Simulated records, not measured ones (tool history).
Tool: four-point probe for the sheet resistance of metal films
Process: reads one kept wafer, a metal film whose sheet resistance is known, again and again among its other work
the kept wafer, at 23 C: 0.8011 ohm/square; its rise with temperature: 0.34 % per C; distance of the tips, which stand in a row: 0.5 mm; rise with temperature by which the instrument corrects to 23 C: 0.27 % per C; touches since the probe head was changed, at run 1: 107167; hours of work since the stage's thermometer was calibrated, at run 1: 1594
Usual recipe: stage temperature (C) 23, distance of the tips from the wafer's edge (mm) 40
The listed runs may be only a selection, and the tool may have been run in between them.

run	hour	stage temperature (C)	distance of the tips from the wafer's edge (mm)	touches since the probe head was changed	hours of work since the stage's thermometer was calibrated	sheet resistance as the instrument gives it (ohm/square)
1	0.0	23	40	107167	1594	0.787444
2	74.8	23	40	109567	1652	0.787119
3	130.3	23	40	111349	1695	0.787086
4	185.1	23	40	113108	1737	0.787173
5	262.4	23	40	115590	1797	0.786858
6	338.9	23	40	118044	1856	0.786864
7	425.2	23	40	120814	1923	0.786356
8	479.4	23	5	122553	1965	0.790545
9	522.6	23	5	123939	1998	0.790468
10	599.0	23	5	126394	2057	0.790255
# hour 626.7: stage's thermometer calibrated
11	684.2	23	5	129110	44	0.788970
12	725.1	23	15	130423	76	0.785238
13	783.1	20	40	132285	121	0.782808
14	869.3	23	40	135053	188	0.784339
15	945.5	23	40	137498	246	0.784122
16	994.6	35	5	139072	284	0.794954
# hour 1037.1: stage's thermometer calibrated, once more
17	1083.5	26	33	141910	36	0.788591
18	1152.7	26	33	144132	89	0.788678
19	1222.3	31	23	146366	143	0.791019
20	1275.3	27	41	148068	184	0.788512
21	1317.5	21	5	149420	217	0.789414
22	1381.9	29	29	151489	266	0.789428
23	1430.4	19	35	153046	304	0.783759
24	1511.9	20	51	155659	367	0.784279
25	1600.9	23	42	158518	436	0.785162
26	1681.2	23	42	161095	498	0.785477
27	1763.7	23	5	163742	561	0.789252
28	1840.0	23	11	166190	620	0.785882

Forecast each of these 5 alternatives for the next run:
A	1908.4	24	11	168387	673	?
B	1908.4	22	11	168387	673	?
C	1908.4	24	23	168387	673	?
D	1908.4	26	40	168387	673	?
E	1908.4	28	33	168387	673	?

run	sheet resistance as the instrument gives it (ohm/square)
A	0.786385
B	0.785090
C	0.785794
D	0.786750
E	0.787793
Without the tool's unlogged condition, the same runs would have read:
run	sheet resistance as the instrument gives it (ohm/square)
A	0.802615
B	0.801297
C	0.802013
D	0.802985
E	0.804045
